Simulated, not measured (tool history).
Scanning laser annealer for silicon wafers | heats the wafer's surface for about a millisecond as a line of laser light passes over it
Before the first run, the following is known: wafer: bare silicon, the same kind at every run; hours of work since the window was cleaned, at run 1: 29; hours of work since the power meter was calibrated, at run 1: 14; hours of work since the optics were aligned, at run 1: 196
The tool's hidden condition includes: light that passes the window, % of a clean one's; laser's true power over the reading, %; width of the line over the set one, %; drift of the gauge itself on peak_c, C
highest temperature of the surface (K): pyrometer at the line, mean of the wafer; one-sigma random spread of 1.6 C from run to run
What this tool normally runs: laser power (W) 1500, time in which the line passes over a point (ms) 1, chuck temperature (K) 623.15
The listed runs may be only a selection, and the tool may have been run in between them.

| run | hour | laser power (W) | time in which the line passes over a point (ms) | chuck temperature (K) | hours of work since the window was cleaned | hours of work since the power meter was calibrated | hours of work since the optics were aligned | highest temperature of the surface (K) |
|---|---|---|---|---|---|---|---|---|
| 1 | 0 | 1500 | 1 | 623.15 | 29 | 14 | 196 | 1357.15 |
| 2 | 11.2 | 1500 | 1 | 623.15 | 38 | 23 | 205 | 1355.15 |
| 3 | 17.8 | 1500 | 1 | 623.15 | 43 | 28 | 210 | 1357.15 |
| 4 | 25.9 | 1500 | 1 | 623.15 | 49 | 34 | 216 | 1356.15 |
| 5 | 34.4 | 1500 | 1 | 623.15 | 56 | 40 | 223 | 1359.15 |
| 6 | 46.9 | 1500 | 1 | 623.15 | 65 | 50 | 232 | 1356.15 |
| 7 | 59.2 | 1500 | 1 | 623.15 | 75 | 59 | 242 | 1354.15 |
| 8 | 68.3 | 1500 | 1.13 | 623.15 | 82 | 66 | 249 | 1405.15 |
|  | 71.4 | window over the wafer cleaned |
| 9 | 81.5 | 1500 | 1.13 | 623.15 | 8 | 75 | 257 | 1404.15 |
| 10 | 90.4 | 1607 | 0.78 | 649.15 | 15 | 82 | 264 | 1335.15 |
| 11 | 102.9 | 1607 | 0.78 | 649.15 | 24 | 91 | 274 | 1335.15 |

The next listed run, before its measurement:
| 12 | 112.3 | 1607 | 0.78 | 649.15 | 31 | 99 | 281 | ? |

Run 12 came out at highest temperature of the surface (K) 1335.15.
With no hidden state in the tool, this same run would have given highest temperature of the surface (K) 1345.15.
